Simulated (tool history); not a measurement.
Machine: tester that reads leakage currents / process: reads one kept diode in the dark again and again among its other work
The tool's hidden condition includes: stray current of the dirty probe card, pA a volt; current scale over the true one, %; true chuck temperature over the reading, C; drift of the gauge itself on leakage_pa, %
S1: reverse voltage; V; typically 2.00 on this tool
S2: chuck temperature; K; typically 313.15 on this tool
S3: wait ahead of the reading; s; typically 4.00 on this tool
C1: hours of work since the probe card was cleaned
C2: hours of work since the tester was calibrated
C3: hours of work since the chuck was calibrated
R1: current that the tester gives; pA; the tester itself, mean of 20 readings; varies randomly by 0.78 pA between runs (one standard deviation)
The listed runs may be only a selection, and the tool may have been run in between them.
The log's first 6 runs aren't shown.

Run 7, hour 226.9: usual settings but S1 1.01 V, S3 0.72 s; C1 407; C2 496; C3 38. Result: R1 174.42 pA.
Run 8, hour 258.2: usual settings but S3 5.19 s; C1 420; C2 509; C3 51. Result: R1 262.33 pA.
Run 9, hour 294.5: usual settings but S2 310.15 K; C1 435; C2 524; C3 66. Result: R1 212.59 pA.
Run 10, hour 322.0: usual settings but S2 310.15 K; C1 446; C2 535; C3 77. Result: R1 211.63 pA.
Run 11, hour 349.1: usual settings but S2 310.15 K; C1 457; C2 546; C3 88. Result: R1 212.16 pA.
Run 12, hour 378.8: usual settings but S2 310.15 K; C1 470; C2 558; C3 100. Result: R1 213.16 pA.
Run 13, hour 428.1: usual settings but S2 310.15 K; C1 490; C2 579; C3 121. Result: R1 212.86 pA.
Run 14, hour 451.7: usual settings but S2 310.15 K; C1 500; C2 588; C3 130. Result: R1 213.90 pA.
Run 15, hour 474.3: usual settings but S2 310.15 K; C1 509; C2 598; C3 140. Result: R1 213.47 pA.
Run 16, hour 517.1: usual settings but S3 3.81 s; C1 527; C2 615; C3 157. Result: R1 264.85 pA.
Run 17, hour 568.0: usual settings; C1 547; C2 636; C3 178. Result: R1 264.89 pA.
Run 18, hour 601.1: usual settings; C1 561; C2 650; C3 192. Result: R1 265.33 pA.
Run 19, hour 623.8: usual settings; C1 570; C2 659; C3 201. Result: R1 265.06 pA.
Run 20, hour 665.3: usual settings but S1 3.63 V; C1 587; C2 676; C3 218. Result: R1 381.39 pA.
Run 21, hour 712.7: usual settings but S1 10.61 V, S3 1.16 s; C1 607; C2 696; C3 238. Result: R1 723.50 pA.
Run 22, hour 748.3: usual settings but S1 8.68 V, S2 307.15 K, S3 3.86 s; C1 622; C2 710; C3 252. Result: R1 418.81 pA.

Run 23 has not been measured yet. What should we expect?
Run 23, hour 778.0: usual settings but S1 1.18 V, S2 310.15 K, S3 8.53 s; C1 634; C2 722; C3 264. Result: R1 ?.

{"run 23": {"R1": 157.98}}
With the hidden condition absent and the run-to-run variation left alone, this run would have shown R1 153.92 pA.
